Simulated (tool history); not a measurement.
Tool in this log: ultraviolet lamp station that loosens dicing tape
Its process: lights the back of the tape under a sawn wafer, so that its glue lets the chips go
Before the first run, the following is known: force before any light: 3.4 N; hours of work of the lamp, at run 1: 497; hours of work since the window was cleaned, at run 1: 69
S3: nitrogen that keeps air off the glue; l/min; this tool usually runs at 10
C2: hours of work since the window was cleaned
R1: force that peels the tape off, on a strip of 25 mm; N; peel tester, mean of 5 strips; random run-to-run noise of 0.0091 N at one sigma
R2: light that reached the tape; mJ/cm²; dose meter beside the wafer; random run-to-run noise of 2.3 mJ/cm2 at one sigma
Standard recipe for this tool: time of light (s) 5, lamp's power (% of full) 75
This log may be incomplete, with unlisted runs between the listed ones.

run 1 hour=0 | time_of_light_(s)=5 lamp's_power_(%_of_full)=75 S3=10 | hours_of_work_of_the_lamp=497 C2=69 | R1=0.451 R2=207
run 2 hour=47.8 | time_of_light_(s)=5 lamp's_power_(%_of_full)=75 S3=10 | hours_of_work_of_the_lamp=517 C2=89 | R1=0.471 R2=210
run 3 hour=106.5 | time_of_light_(s)=5 lamp's_power_(%_of_full)=75 S3=10 | hours_of_work_of_the_lamp=542 C2=114 | R1=0.487 R2=203
run 4 hour=171.2 | time_of_light_(s)=5 lamp's_power_(%_of_full)=75 S3=10 | hours_of_work_of_the_lamp=570 C2=141 | R1=0.508 R2=198
run 5 hour=225.9 | time_of_light_(s)=5 lamp's_power_(%_of_full)=75 S3=10 | hours_of_work_of_the_lamp=593 C2=164 | R1=0.529 R2=198
run 6 hour=283.6 | time_of_light_(s)=5 lamp's_power_(%_of_full)=75 S3=19 | hours_of_work_of_the_lamp=617 C2=189 | R1=0.366 R2=195
run 7 hour=333.7 | time_of_light_(s)=5 lamp's_power_(%_of_full)=75 S3=10 | hours_of_work_of_the_lamp=638 C2=210 | R1=0.533 R2=195
run 8 hour=364.1 | time_of_light_(s)=5 lamp's_power_(%_of_full)=75 S3=10 | hours_of_work_of_the_lamp=651 C2=223 | R1=0.556 R2=190
-- hour=407.7 window cleaned of glue's vapour
run 9 hour=413 | time_of_light_(s)=5 lamp's_power_(%_of_full)=75 S3=15 | hours_of_work_of_the_lamp=671 C2=2 | R1=0.473 R2=186
run 10 hour=465.1 | time_of_light_(s)=5 lamp's_power_(%_of_full)=75 S3=10 | hours_of_work_of_the_lamp=693 C2=24 | R1=0.602 R2=182
run 11 hour=497.3 | time_of_light_(s)=5 lamp's_power_(%_of_full)=75 S3=10 | hours_of_work_of_the_lamp=707 C2=38 | R1=0.596 R2=180
-- hour=522 window cleaned of glue's vapour, once more
run 12 hour=536.6 | time_of_light_(s)=3 lamp's_power_(%_of_full)=75 S3=10 | hours_of_work_of_the_lamp=723 C2=6 | R1=1.007 R2=122
run 13 hour=589 | time_of_light_(s)=5 lamp's_power_(%_of_full)=75 S3=10 | hours_of_work_of_the_lamp=745 C2=28 | R1=0.49 R2=207
run 14 hour=656.3 | time_of_light_(s)=5 lamp's_power_(%_of_full)=75 S3=10 | hours_of_work_of_the_lamp=774 C2=57 | R1=0.467 R2=204
run 15 hour=698.3 | time_of_light_(s)=5 lamp's_power_(%_of_full)=75 S3=10 | hours_of_work_of_the_lamp=792 C2=74 | R1=0.5 R2=201
run 16 hour=765.2 | time_of_light_(s)=5 lamp's_power_(%_of_full)=75 S3=10 | hours_of_work_of_the_lamp=820 C2=103 | R1=0.535 R2=196
run 17 hour=832.8 | time_of_light_(s)=5 lamp's_power_(%_of_full)=75 S3=10 | hours_of_work_of_the_lamp=848 C2=131 | R1=0.544 R2=190
run 18 hour=877.8 | time_of_light_(s)=5 lamp's_power_(%_of_full)=64 S3=10 | hours_of_work_of_the_lamp=867 C2=150 | R1=0.702 R2=162
run 19 hour=933.4 | time_of_light_(s)=5 lamp's_power_(%_of_full)=64 S3=10 | hours_of_work_of_the_lamp=891 C2=174 | R1=0.741 R2=158
run 20 hour=976 | time_of_light_(s)=4 lamp's_power_(%_of_full)=69 S3=7 | hours_of_work_of_the_lamp=909 C2=192 | R1=1.017 R2=137
run 21 hour=1018.4 | time_of_light_(s)=3 lamp's_power_(%_of_full)=72 S3=19 | hours_of_work_of_the_lamp=927 C2=210 | R1=0.971 R2=109
run 22 hour=1078.7 | time_of_light_(s)=7 lamp's_power_(%_of_full)=66 S3=12 | hours_of_work_of_the_lamp=952 C2=235 | R1=0.376 R2=221
-- hour=1092.1 window cleaned of glue's vapour
run 23 hour=1131.3 | time_of_light_(s)=7 lamp's_power_(%_of_full)=66 S3=12 | hours_of_work_of_the_lamp=974 C2=17 | R1=0.308 R2=240
run 24 hour=1199.6 | time_of_light_(s)=3 lamp's_power_(%_of_full)=75 S3=10 | hours_of_work_of_the_lamp=1003 C2=45 | R1=1.1 R2=117
run 25 hour=1240.5 | time_of_light_(s)=7 lamp's_power_(%_of_full)=79 S3=10 | hours_of_work_of_the_lamp=1020 C2=63 | R1=0.26 R2=285
run 26 hour=1280.5 | time_of_light_(s)=3 lamp's_power_(%_of_full)=68 S3=11 | hours_of_work_of_the_lamp=1037 C2=80 | R1=1.187 R2=105
run 27 hour=1325.5 | time_of_light_(s)=5 lamp's_power_(%_of_full)=91 S3=6 | hours_of_work_of_the_lamp=1056 C2=98 | R1=0.547 R2=233
run 28 hour=1360.7 | time_of_light_(s)=5 lamp's_power_(%_of_full)=91 S3=6 | hours_of_work_of_the_lamp=1071 C2=113 | R1=0.554 R2=228
run 29 hour=1394 | time_of_light_(s)=5 lamp's_power_(%_of_full)=91 S3=6 | hours_of_work_of_the_lamp=1085 C2=127 | R1=0.575 R2=226
run 30 hour=1435.6 | time_of_light_(s)=5 lamp's_power_(%_of_full)=91 S3=6 | hours_of_work_of_the_lamp=1103 C2=145 | R1=0.596 R2=224
run 31 hour=1495 | time_of_light_(s)=5 lamp's_power_(%_of_full)=91 S3=6 | hours_of_work_of_the_lamp=1128 C2=170 | R1=0.573 R2=222
run 32 hour=1533.5 | time_of_light_(s)=5 lamp's_power_(%_of_full)=91 S3=6 | hours_of_work_of_the_lamp=1144 C2=186 | R1=0.576 R2=217
run 33 hour=1589.2 | time_of_light_(s)=7 lamp's_power_(%_of_full)=91 S3=6 | hours_of_work_of_the_lamp=1167 C2=210 | R1=0.333 R2=300
run 34 hour=1656.3 | time_of_light_(s)=7 lamp's_power_(%_of_full)=91 S3=6 | hours_of_work_of_the_lamp=1196 C2=238 | R1=0.351 R2=300
-- hour=1661.9 window cleaned of glue's vapour
run 35 hour=1699.1 | time_of_light_(s)=2 lamp's_power_(%_of_full)=77 S3=8 | hours_of_work_of_the_lamp=1214 C2=16 | R1=1.641 R2=76
run 36 hour=1741.9 | time_of_light_(s)=9 lamp's_power_(%_of_full)=65 S3=8 | hours_of_work_of_the_lamp=1232 C2=34 | R1=0.276 R2=291
run 37 hour=1782.1 | time_of_light_(s)=9 lamp's_power_(%_of_full)=65 S3=8 | hours_of_work_of_the_lamp=1249 C2=51 | R1=0.3 R2=292
run 38 hour=1823.3 | time_of_light_(s)=10 lamp's_power_(%_of_full)=75 S3=11 | hours_of_work_of_the_lamp=1266 C2=68 | R1=0.149 R2=365

For some of the steps in R1 from one run to the next: how much would appear even if the tool had no hidden state, given the settings, what came in and random variation, and how much remains for the hidden state plus any gauge scatter that the measured result and the result without hidden state don't share?
The tool's hidden condition here consists of: lamp's light, % of a new lamp's; light that the window lets through, % of a clean one's; drift of the gauge itself on peel_n, %; drift of the gauge itself on dose_mj_cm2, %.
Run 24 -> 25: time of light (s) 3 -> 7, lamp's power (% of full) 75 -> 79. R1 -0.84 N: hidden state -0.135, all else -0.705.
Run 25 -> 26: time of light (s) 7 -> 3, lamp's power (% of full) 79 -> 68, S3 10 -> 11. R1 +0.927 N: hidden state +0.158, all else +0.769.
Run 34 -> 35: time of light (s) 7 -> 2, lamp's power (% of full) 91 -> 77, S3 6 -> 8, window cleaned of glue's vapour. R1 +1.29 N: hidden state +0.099, all else +1.191.
Run 35 -> 36: time of light (s) 2 -> 9, lamp's power (% of full) 77 -> 65. R1 -1.365 N: hidden state -0.151, all else -1.214.

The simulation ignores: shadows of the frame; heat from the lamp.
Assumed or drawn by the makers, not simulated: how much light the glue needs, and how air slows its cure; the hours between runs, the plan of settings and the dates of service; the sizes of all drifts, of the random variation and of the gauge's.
